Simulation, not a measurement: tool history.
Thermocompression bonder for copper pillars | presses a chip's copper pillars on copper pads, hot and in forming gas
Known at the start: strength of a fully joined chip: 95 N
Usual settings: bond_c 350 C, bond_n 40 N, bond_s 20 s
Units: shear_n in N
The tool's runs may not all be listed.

Run 1, hour 0.0: usual settings. Result: shear_n 55.7 N.
Run 2, hour 9.3: usual settings. Result: shear_n 55.2 N.
Run 3, hour 23.0: usual settings. Result: shear_n 55.3 N.
Run 4, hour 40.6: usual settings. Result: shear_n 55.6 N.
Run 5, hour 49.2: usual settings but bond_c 372 C. Result: shear_n 66.2 N.
Run 6, hour 69.4: usual settings but bond_c 372 C, bond_n 35 N. Result: shear_n 60.3 N.
Run 7, hour 84.4: usual settings but bond_c 372 C, bond_n 35 N. Result: shear_n 60.3 N.
Run 8, hour 99.2: usual settings but bond_c 372 C, bond_n 35 N. Result: shear_n 59.7 N.
Run 9, hour 115.1: usual settings but bond_c 349 C. Result: shear_n 54.7 N.
Run 10, hour 124.4: usual settings but bond_s 16 s. Result: shear_n 51.4 N.
Run 11, hour 138.2: usual settings but bond_c 322 C. Result: shear_n 40.9 N.
Run 12, hour 146.9: usual settings but bond_c 322 C. Result: shear_n 41.3 N.
Run 13, hour 163.2: usual settings but bond_c 322 C. Result: shear_n 40.6 N.
Run 14, hour 175.8: usual settings but bond_c 322 C. Result: shear_n 41.0 N.
Run 15, hour 187.8: usual settings but bond_c 322 C. Result: shear_n 41.0 N.
Run 16, hour 201.5: usual settings but bond_c 322 C. Result: shear_n 41.2 N.
Run 17, hour 220.7: usual settings but bond_c 322 C. Result: shear_n 40.6 N.
Run 18, hour 233.7: usual settings. Result: shear_n 54.7 N.
Run 19, hour 250.4: usual settings but bond_s 48 s. Result: shear_n 69.1 N.
Run 20, hour 264.3: usual settings but bond_n 33 N. Result: shear_n 46.2 N.
Run 21, hour 277.7: usual settings but bond_c 352 C. Result: shear_n 55.4 N.
Run 22, hour 295.1: usual settings but bond_c 323 C, bond_n 36 N. Result: shear_n 37.2 N.
At hour 298.0: force cell calibrated.
Run 23, hour 316.8: usual settings but bond_c 323 C, bond_n 36 N. Result: shear_n 36.9 N.
Run 24, hour 331.6: usual settings but bond_c 322 C, bond_n 27 N, bond_s 36 s. Result: shear_n 34.0 N.
Run 25, hour 348.9: usual settings but bond_c 322 C, bond_n 27 N, bond_s 36 s. Result: shear_n 33.8 N.
Run 26, hour 365.6: usual settings but bond_c 329 C, bond_n 42 N, bond_s 54 s. Result: shear_n 62.4 N.
Run 27, hour 383.5: usual settings but bond_c 351 C, bond_n 27 N, bond_s 11 s. Result: shear_n 30.5 N.
Run 28, hour 401.1: usual settings but bond_c 351 C, bond_n 27 N, bond_s 11 s. Result: shear_n 30.0 N.
At hour 410.2: force cell calibrated, once more.
Run 29, hour 423.1: usual settings but bond_c 344 C, bond_n 52 N, bond_s 56 s. Result: shear_n 76.5 N.
Run 30, hour 441.3: usual settings but bond_c 346 C, bond_n 46 N, bond_s 29 s. Result: shear_n 63.4 N.
Run 31, hour 457.5: usual settings but bond_c 346 C, bond_n 46 N, bond_s 29 s. Result: shear_n 63.3 N.
Run 32, hour 473.9: usual settings but bond_c 333 C, bond_n 47 N, bond_s 26 s. Result: shear_n 56.2 N.
Run 33, hour 489.1: usual settings but bond_c 329 C, bond_n 27 N, bond_s 33 s. Result: shear_n 35.0 N.
Run 34, hour 504.0: usual settings but bond_c 358 C, bond_n 39 N, bond_s 13 s. Result: shear_n 48.2 N.
Run 35, hour 513.1: usual settings but bond_c 343 C, bond_n 26 N, bond_s 43 s. Result: shear_n 43.1 N.
Run 36, hour 525.8: usual settings but bond_c 348 C, bond_n 24 N, bond_s 30 s. Result: shear_n 36.7 N.
Run 37, hour 538.4: usual settings but bond_c 348 C, bond_n 24 N, bond_s 30 s. Result: shear_n 36.8 N.
Run 38, hour 547.3: usual settings but bond_c 344 C, bond_s 21 s. Result: shear_n 50.3 N.
Run 39, hour 560.4: usual settings but bond_c 353 C, bond_s 10 s. Result: shear_n 43.1 N.

4 ways to go on from here, each from the tool as it stands after run 39. What would each give?
Run A, hour 576.6: usual settings but bond_c 339 C, bond_n 58 N. Result: shear_n ?.
Run B, hour 576.6: usual settings but bond_c 367 C, bond_n 27 N, bond_s 25 s. Result: shear_n ?.
Run C, hour 576.6: usual settings but bond_c 353 C, bond_n 37 N, bond_s 48 s. Result: shear_n ?.
Run D, hour 576.6: usual settings but bond_c 380 C, bond_n 26 N, bond_s 12 s. Result: shear_n ?.

run  shear_n
  A     63.5
  B     46.9
  C     64.7
  D     39.8
Without the tool's hidden state the same runs would have given:
run  shear_n
  A     66.0
  B     48.3
  C     67.3
  D     40.9
